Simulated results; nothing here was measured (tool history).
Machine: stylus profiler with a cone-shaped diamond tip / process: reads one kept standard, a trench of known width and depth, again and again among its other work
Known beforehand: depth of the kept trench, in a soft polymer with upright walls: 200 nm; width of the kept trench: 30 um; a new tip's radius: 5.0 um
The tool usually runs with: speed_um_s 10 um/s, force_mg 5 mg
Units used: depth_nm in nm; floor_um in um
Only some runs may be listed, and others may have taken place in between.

| run | hour | speed_um_s | force_mg | depth_nm | floor_um |
|---|---|---|---|---|---|
| 1 | 0 | 10 | 5 | 204.83 | 26.36 |
| 2 | 84.2 | 10 | 5 | 204.91 | 26.29 |
| 3 | 130.1 | 33 | 5 | 204.83 | 26.06 |
| 4 | 222.2 | 33 | 5 | 204.85 | 26.05 |
| 5 | 296 | 10 | 2.33 | 202.76 | 26.1 |
| 6 | 356 | 10 | 7 | 206.24 | 26.04 |
| 7 | 416.5 | 10 | 7 | 205.99 | 26.04 |
| 8 | 454.4 | 10 | 7 | 206.07 | 25.89 |
| 9 | 539 | 10 | 7 | 206.08 | 25.89 |
|  | 544.6 | height scale calibrated on a step standard |
| 10 | 615.5 | 6 | 12.97 | 209.02 | 25.89 |
| 11 | 661.6 | 11 | 1.76 | 201.45 | 25.72 |
| 12 | 730.9 | 11 | 5 | 204.12 | 25.75 |
| 13 | 782.8 | 30 | 5 | 204.31 | 25.62 |
|  | 821 | height scale calibrated on a step standard, once more |
| 14 | 852.2 | 30 | 5 | 205.25 | 25.54 |
| 15 | 902.6 | 30 | 5 | 205.59 | 25.53 |
| 16 | 976.4 | 10 | 1.86 | 202.86 | 25.58 |
| 17 | 1022 | 10 | 1.86 | 202.8 | 25.51 |

Pick out some run-to-run changes in depth_nm. Of each, how much would a tool without hidden state show as well, from the settings, what came in and chance, and how much is left for the hidden state and any gauge scatter not in both results compared?
The tool's hidden condition here consists of: radius of the tip, um; height scale over the true one, %; drift of the gauge itself on depth_nm, %; drift of the gauge itself on floor_um, %.
Run 10 -> 11: speed_um_s 6 -> 11, force_mg 12.97 -> 1.76. depth_nm -7.57 nm: hidden state +0.02, all else -7.59.
Run 13 -> 14: height scale calibrated on a step standard, once more. depth_nm +0.94 nm: hidden state +1.39, all else -0.45.

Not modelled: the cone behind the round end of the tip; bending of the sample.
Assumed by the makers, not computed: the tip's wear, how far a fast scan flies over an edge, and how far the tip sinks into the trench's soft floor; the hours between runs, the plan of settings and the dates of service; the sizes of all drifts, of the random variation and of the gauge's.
